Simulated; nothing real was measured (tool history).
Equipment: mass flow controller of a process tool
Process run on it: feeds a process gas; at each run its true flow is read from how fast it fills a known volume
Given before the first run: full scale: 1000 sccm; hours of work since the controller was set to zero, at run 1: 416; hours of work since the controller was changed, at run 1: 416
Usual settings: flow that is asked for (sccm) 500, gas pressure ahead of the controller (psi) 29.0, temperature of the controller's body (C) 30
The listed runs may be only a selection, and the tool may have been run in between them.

| run | hour | flow that is asked for (sccm) | gas pressure ahead of the controller (psi) | temperature of the controller's body (C) | hours of work since the controller was set to zero | hours of work since the controller was changed | true flow (%) |
|---|---|---|---|---|---|---|---|
| 1 | 0.0 | 500 | 29.0 | 30 | 416 | 416 | 99.95 |
| 2 | 281.2 | 500 | 29.0 | 23 | 572 | 572 | 100.14 |
| 3 | 628.4 | 206 | 29.0 | 30 | 764 | 764 | 99.17 |
| 4 | 1066.1 | 206 | 29.0 | 30 | 1006 | 1006 | 98.96 |
| 5 | 1470.5 | 500 | 29.0 | 30 | 1230 | 1230 | 99.77 |
| 6 | 1694.0 | 500 | 29.0 | 30 | 1354 | 1354 | 99.72 |
| 7 | 2083.3 | 500 | 29.0 | 30 | 1569 | 1569 | 99.71 |
| 8 | 2536.1 | 500 | 29.0 | 30 | 1820 | 1820 | 99.69 |
| 9 | 2874.1 | 500 | 33.4 | 30 | 2007 | 2007 | 99.81 |
|  | 2913.9 | controller's zero set anew |
| 10 | 3121.9 | 177 | 35.2 | 30 | 115 | 2144 | 96.19 |
| 11 | 3565.6 | 172 | 33.2 | 39 | 361 | 2389 | 95.46 |
| 12 | 3928.9 | 500 | 29.9 | 30 | 562 | 2590 | 98.92 |
|  | 4360.9 | controller's zero set anew, once more |
| 13 | 4360.9 | 169 | 24.2 | 28 | 0 | 2829 | 100.50 |
| 14 | 4702.6 | 169 | 24.2 | 28 | 189 | 3018 | 100.47 |
| 15 | 5144.7 | 169 | 24.2 | 28 | 434 | 3263 | 100.17 |
| 16 | 5411.5 | 169 | 24.2 | 28 | 581 | 3411 | 99.97 |

Per-run results on a tool with no hidden state, each run keeping its own random variation:
Hidden conditions of the tool in this case: flow at rest that the sensor doesn't see, % of full scale; true flow over the shown one, %; drift of the gauge itself on true_pct, %.
| run | true flow (%) |
|---|---|
| 1 | 99.75 |
| 2 | 99.95 |
| 3 | 99.59 |
| 4 | 99.57 |
| 5 | 99.69 |
| 6 | 99.67 |
| 7 | 99.70 |
| 8 | 99.73 |
| 9 | 99.89 |
| 10 | 99.73 |
| 11 | 99.43 |
| 12 | 99.64 |
| 13 | 99.37 |
| 14 | 99.53 |
| 15 | 99.51 |
| 16 | 99.46 |

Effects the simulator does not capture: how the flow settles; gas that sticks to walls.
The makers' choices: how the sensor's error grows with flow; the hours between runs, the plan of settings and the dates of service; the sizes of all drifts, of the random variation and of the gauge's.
